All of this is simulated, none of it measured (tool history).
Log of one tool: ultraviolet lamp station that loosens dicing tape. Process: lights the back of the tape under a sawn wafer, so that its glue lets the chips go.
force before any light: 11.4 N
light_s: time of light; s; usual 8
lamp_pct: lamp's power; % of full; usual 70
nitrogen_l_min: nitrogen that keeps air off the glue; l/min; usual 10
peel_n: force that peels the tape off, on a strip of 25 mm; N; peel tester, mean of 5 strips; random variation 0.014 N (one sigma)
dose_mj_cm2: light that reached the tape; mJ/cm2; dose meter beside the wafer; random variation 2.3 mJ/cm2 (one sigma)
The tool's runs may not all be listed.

run	hour	light_s	lamp_pct	nitrogen_l_min	peel_n	dose_mj_cm2
1	0	8	70	10	0.988	192
2	26.2	8	70	10	1.011	190
3	43.1	8	70	10	1.063	188
4	54.8	8	61	10	1.417	164
5	67.8	8	70	10	1.083	185
6	92.6	8	70	10	1.114	188
7	115	8	70	10	1.091	178
8	134.8	8	70	10	1.14	181
9	150.3	8	70	10	1.182	180
10	164.9	5	70	10	2.727	107
11	184.5	5	70	10	2.659	111
12	201.6	8	70	10	1.211	173
13	213.3	12	63	11	0.559	237
14	230.5	4	62	4	5.194	76
15	248.6	4	65	4	5.027	79
# hour 268: window cleaned of glue's vapour
16	271.7	10	70	10	0.524	255
17	296.2	10	70	10	0.545	255
18	308	10	70	10	0.54	254
19	333.8	8	60	10	1.316	172
20	354.5	9	70	17	0.534	223
21	366.5	11	97	17	0.181	374
22	390.8	8	91	7	0.671	250
23	415.4	8	91	7	0.674	250

4 ways to go on from here, each from the tool as it stands after run 23. What would each give?
A	432.7	8	91	7	?	?
B	432.7	8	69	7	?	?
C	432.7	4	93	8	?	?
D	432.7	4	79	11	?	?

run	peel_n	dose_mj_cm2
A	0.71	248
B	1.297	190
C	2.421	125
D	2.683	109
Without the tool's hidden state the same runs would have given:
run	peel_n	dose_mj_cm2
A	0.46	296
B	0.882	228
C	1.807	150
D	2.041	130

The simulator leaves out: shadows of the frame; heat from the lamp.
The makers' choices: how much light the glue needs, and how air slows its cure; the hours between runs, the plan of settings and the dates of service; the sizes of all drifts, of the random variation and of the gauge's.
